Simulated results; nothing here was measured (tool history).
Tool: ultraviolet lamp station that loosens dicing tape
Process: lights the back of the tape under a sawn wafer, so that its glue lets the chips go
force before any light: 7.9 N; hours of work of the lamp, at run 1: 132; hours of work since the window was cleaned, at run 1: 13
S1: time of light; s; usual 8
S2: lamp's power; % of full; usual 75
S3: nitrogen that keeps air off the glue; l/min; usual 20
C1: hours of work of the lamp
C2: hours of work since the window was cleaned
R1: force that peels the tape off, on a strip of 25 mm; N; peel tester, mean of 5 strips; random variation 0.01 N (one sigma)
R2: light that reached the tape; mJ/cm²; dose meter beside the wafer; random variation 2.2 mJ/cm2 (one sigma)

run   hour  S1  S2  S3   C1   C2     R1   R2
  1      0   8  75  20  132   13  0.447  196
  2   44.8   8  75  20  153   34  0.451  195
  3   89.2   8  94  20  173   54  0.308  245
  4  115.1   5  75  20  185   66  1.146  121
  5  144.9   5  75  20  199   80  1.119  121
  6  174.5   5  75  20  213   93  1.086  120
  7  200.6   5  69  20  225  105   1.31  114
  8  240.2   5  69  20  243  124  1.295  110
  9  272.1   5  69  20  258  138  1.307  111
 10  298.8   8  66  31  270  151  0.435  172
 11  337.3   7  62  19  288  168  0.861  141
 12  371.3  10  95   9  304  184  0.345  304
 13  401.8  12  78  16  318  198  0.245  304

Forecast run 14:
 14  425.4   9  75  26  328  209   ?   ?

Run 14 gave R1 0.314 N, R2 216 mJ/cm².
Without the tool's hidden state the same run would have given R1 0.312 N, R2 217 mJ/cm².

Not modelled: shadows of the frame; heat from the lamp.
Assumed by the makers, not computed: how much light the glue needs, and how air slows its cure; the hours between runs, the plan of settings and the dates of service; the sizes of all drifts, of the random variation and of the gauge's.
